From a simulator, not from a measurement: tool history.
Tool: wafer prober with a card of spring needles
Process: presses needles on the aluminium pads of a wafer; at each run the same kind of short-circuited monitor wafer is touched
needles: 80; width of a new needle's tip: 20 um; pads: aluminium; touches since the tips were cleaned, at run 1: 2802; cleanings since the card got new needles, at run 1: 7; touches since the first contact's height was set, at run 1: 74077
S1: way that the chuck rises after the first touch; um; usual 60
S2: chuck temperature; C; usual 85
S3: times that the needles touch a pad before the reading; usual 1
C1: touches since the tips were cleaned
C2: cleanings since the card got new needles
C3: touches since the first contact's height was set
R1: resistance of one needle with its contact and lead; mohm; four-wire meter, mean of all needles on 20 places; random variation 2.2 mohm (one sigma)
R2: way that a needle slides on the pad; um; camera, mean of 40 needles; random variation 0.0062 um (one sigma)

run 1 hour=0 | S1=60 S2=85 S3=1 | C1=2802 C2=7 C3=74077 | R1=266 R2=15.803
run 2 hour=13.9 | S1=60 S2=85 S3=1 | C1=5236 C2=7 C3=76511 | R1=269 R2=15.804
-- hour=24.8 height of the first contact set anew
run 3 hour=25.2 | S1=60 S2=38 S3=1 | C1=7178 C2=7 C3=86 | R1=258 R2=15.888
-- hour=35.4 tips cleaned on abrasive film
run 4 hour=35.5 | S1=60 S2=85 S3=1 | C1=25 C2=8 C3=1870 | R1=276 R2=15.898
run 5 hour=53.4 | S1=60 S2=38 S3=1 | C1=3156 C2=8 C3=5001 | R1=262 R2=15.901
run 6 hour=67.9 | S1=60 S2=97 S3=1 | C1=5701 C2=8 C3=7546 | R1=272 R2=15.886
run 7 hour=77 | S1=60 S2=85 S3=1 | C1=7307 C2=8 C3=9152 | R1=268 R2=15.887
-- hour=87.5 tips cleaned on abrasive film
run 8 hour=88.7 | S1=60 S2=85 S3=1 | C1=216 C2=9 C3=11180 | R1=244 R2=15.891
-- hour=95.8 tips cleaned on abrasive film, once more
run 9 hour=103.2 | S1=60 S2=85 S3=1 | C1=1305 C2=10 C3=13711 | R1=259 R2=15.869
run 10 hour=119.7 | S1=60 S2=85 S3=1 | C1=4193 C2=10 C3=16599 | R1=269 R2=15.871
run 11 hour=131.9 | S1=60 S2=85 S3=1 | C1=6337 C2=10 C3=18743 | R1=269 R2=15.867
-- hour=147 tips cleaned on abrasive film
run 12 hour=149.5 | S1=60 S2=37 S3=1 | C1=448 C2=11 C3=21817 | R1=242 R2=15.865
run 13 hour=157 | S1=60 S2=85 S3=1 | C1=1765 C2=11 C3=23134 | R1=259 R2=15.865
run 14 hour=173.5 | S1=60 S2=85 S3=1 | C1=4662 C2=11 C3=26031 | R1=267 R2=15.862
run 15 hour=189.9 | S1=41 S2=85 S3=1 | C1=7529 C2=11 C3=28898 | R1=307 R2=10.84
-- hour=198.5 tips cleaned on abrasive film
run 16 hour=207.6 | S1=41 S2=85 S3=1 | C1=1604 C2=12 C3=31996 | R1=286 R2=10.811
run 17 hour=222.4 | S1=41 S2=85 S3=1 | C1=4199 C2=12 C3=34591 | R1=306 R2=10.814
run 18 hour=229.7 | S1=41 S2=85 S3=2 | C1=5484 C2=12 C3=35876 | R1=285 R2=10.814
run 19 hour=246.3 | S1=41 S2=108 S3=2 | C1=8384 C2=12 C3=38776 | R1=287 R2=10.808
-- hour=249.4 tips cleaned on abrasive film
run 20 hour=261.1 | S1=41 S2=108 S3=2 | C1=2055 C2=13 C3=41363 | R1=281 R2=10.797
run 21 hour=273.9 | S1=41 S2=81 S3=1 | C1=4298 C2=13 C3=43606 | R1=303 R2=10.793
run 22 hour=289.7 | S1=69 S2=68 S3=1 | C1=7060 C2=13 C3=46368 | R1=255 R2=18.215
-- hour=300.9 tips cleaned on abrasive film
run 23 hour=303.7 | S1=42 S2=63 S3=2 | C1=492 C2=14 C3=48814 | R1=253 R2=11.042
run 24 hour=319 | S1=42 S2=63 S3=2 | C1=3171 C2=14 C3=51493 | R1=275 R2=11.038
run 25 hour=336.2 | S1=69 S2=113 S3=2 | C1=6195 C2=14 C3=54517 | R1=259 R2=18.2
run 26 hour=347.4 | S1=51 S2=113 S3=3 | C1=8162 C2=14 C3=56484 | R1=263 R2=13.44
-- hour=352.1 tips cleaned on abrasive film
run 27 hour=356.2 | S1=51 S2=113 S3=3 | C1=723 C2=15 C3=58004 | R1=255 R2=13.413
run 28 hour=373 | S1=51 S2=113 S3=3 | C1=3672 C2=15 C3=60953 | R1=264 R2=13.413
run 29 hour=390.9 | S1=51 S2=113 S3=3 | C1=6821 C2=15 C3=64102 | R1=263 R2=13.405
-- hour=403.3 tips cleaned on abrasive film
run 30 hour=405.7 | S1=51 S2=113 S3=3 | C1=408 C2=16 C3=66666 | R1=257 R2=13.393
run 31 hour=414.4 | S1=79 S2=51 S3=1 | C1=1951 C2=16 C3=68209 | R1=236 R2=20.821
run 32 hour=429 | S1=46 S2=85 S3=3 | C1=4501 C2=16 C3=70759 | R1=268 R2=12.076
run 33 hour=437.3 | S1=46 S2=85 S3=2 | C1=5964 C2=16 C3=72222 | R1=277 R2=12.067
run 34 hour=453.2 | S1=43 S2=66 S3=2 | C1=8752 C2=16 C3=75010 | R1=277 R2=11.278

Forecast each of these 4 alternatives for the next run:
-- hour=455.2 tips cleaned on abrasive film
run A hour=469.8 | S1=42 S2=85 S3=1 | C1=2565 C2=17 C3=77905 | R1=? R2=?
-- hour=455.2 tips cleaned on abrasive film
run B hour=469.8 | S1=69 S2=48 S3=2 | C1=2565 C2=17 C3=77905 | R1=? R2=?
-- hour=455.2 tips cleaned on abrasive film
run C hour=469.8 | S1=60 S2=37 S3=1 | C1=2565 C2=17 C3=77905 | R1=? R2=?
-- hour=455.2 tips cleaned on abrasive film
run D hour=469.8 | S1=60 S2=83 S3=2 | C1=2565 C2=17 C3=77905 | R1=? R2=?

run=A R1=291 R2=11.007
run=B R1=242 R2=18.162
run=C R1=254 R2=15.775
run=D R1=255 R2=15.771
Without the tool's hidden state the same runs would have given:
run=A R1=246 R2=11.128
run=B R1=230 R2=18.282
run=C R1=229 R2=15.895
run=D R1=241 R2=15.892
